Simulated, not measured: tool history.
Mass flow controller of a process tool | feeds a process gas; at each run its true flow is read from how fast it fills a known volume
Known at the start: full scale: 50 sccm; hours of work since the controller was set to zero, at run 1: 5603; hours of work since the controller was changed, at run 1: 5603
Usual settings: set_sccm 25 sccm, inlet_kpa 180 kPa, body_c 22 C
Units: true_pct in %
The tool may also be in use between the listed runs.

run    hour  set_sccm  inlet_kpa  body_c  hours of work since the controller was set to zero  hours of work since the controller was changed  true_pct
  1     0.0        25        180      22                                                5603                                            5603     95.41
  2   179.1        25        152      22                                                5739                                            5739     95.04
  3   278.6        25        152      22                                                5815                                            5815     94.98
  4   380.3        25        152      22                                                5893                                            5893     94.87
  5   457.2        25        152      22                                                5951                                            5951     95.16
  6   587.3        11        180      22                                                6051                                            6051     91.09
  7   665.1        11        180      22                                                6110                                            6110     91.11
  8   807.2        11        180      22                                                6218                                            6218     91.08
  9   925.6         7        180      22                                                6309                                            6309     87.24
     1051.3  -- controller's zero set anew
 10  1051.3        14        180      22                                                   0                                            6404     89.70
 11  1138.2        14        180      22                                                  66                                            6471     89.68
 12  1264.1        14        180      22                                                 162                                            6567     89.52
     1350.5  -- controller's zero set anew, once more
 13  1419.7        25        180      22                                                  53                                            6685     97.70
 14  1496.5        25        180      22                                                 111                                            6744     97.50
 15  1591.1        25        180      22                                                 184                                            6816     97.46
 16  1723.7        25        180      22                                                 285                                            6917     97.48
 17  1884.6        25        180      22                                                 407                                            7040     97.26
 18  1965.6        25        180      22                                                 469                                            7102     97.22
 19  2057.3        25        180      29                                                 539                                            7172     97.56
 20  2196.7        25        180      22                                                 646                                            7278     97.27
 21  2337.6        25        180      22                                                 753                                            7385     97.23
 22  2466.3        25        180      29                                                 851                                            7483     97.40
 23  2582.3        25        180      29                                                 940                                            7572     97.45
 24  2658.1        17        180      29                                                 998                                            7630     96.77
 25  2830.0        17        180      29                                                1129                                            7761     96.78
 26  2980.7        49        141      23                                                1244                                            7876     97.98
 27  3055.7         5        159      26                                                1301                                            7933     93.83
 28  3232.2         9        180      31                                                1436                                            8068     95.42
 29  3403.2        18        162      21                                                1566                                            8198     95.91
 30  3536.3        12        162      23                                                1668                                            8300     95.24
 31  3633.9        40        146      29                                                1742                                            8374     97.68
 32  3756.2         6        180      22                                                1835                                            8468     93.30
 33  3899.1        49        180      22                                                1944                                            8577     98.01
 34  4004.5        10        195      22                                                2025                                            8657     94.55
 35  4086.5        12        166      21                                                2087                                            8720     94.89
 36  4196.5        12        204      21                                                2171                                            8804     94.82
 37  4345.0        12        204      21                                                2285                                            8917     94.88
 38  4475.7        36        250      24                                                2384                                            9017     97.67
 39  4583.9        23        180      30                                                2467                                            9099     96.32
 40  4669.6         5        217      22                                                2532                                            9165     91.37
 41  4767.3         9        166      38                                                2607                                            9239     94.14
 42  4908.4         9        166      38                                                2714                                            9347     94.00
 43  5046.7         9        166      38                                                2820                                            9452     93.79
 44  5153.2        21        157      38                                                2901                                            9533     96.20
 45  5258.9        11        275      36                                                2982                                            9614     94.87
 46  5411.8         7        275      20                                                3099                                            9731     92.17
 47  5529.3         7        275      20                                                3188                                            9820     92.11

How the hidden state differs across the entries between the runs, from the last listed run before each to the first after it:
Between runs 9 and 10: controller's zero set anew (hour 1051.3)
  flow at rest that the sensor doesn't see, % of full scale: -1.354 -> -2.104; true flow over the shown one, %: -1 -> -1.01
  measured less the result without the state, true_pct: -10.67 -> -8.53 %
Between runs 12 and 13: controller's zero set anew, once more (hour 1350.5)
  flow at rest that the sensor doesn't see, % of full scale: -2.138 -> -0.014; true flow over the shown one, %: -1.04 -> -1.05
  measured less the result without the state, true_pct: -8.67 -> -1.09 %
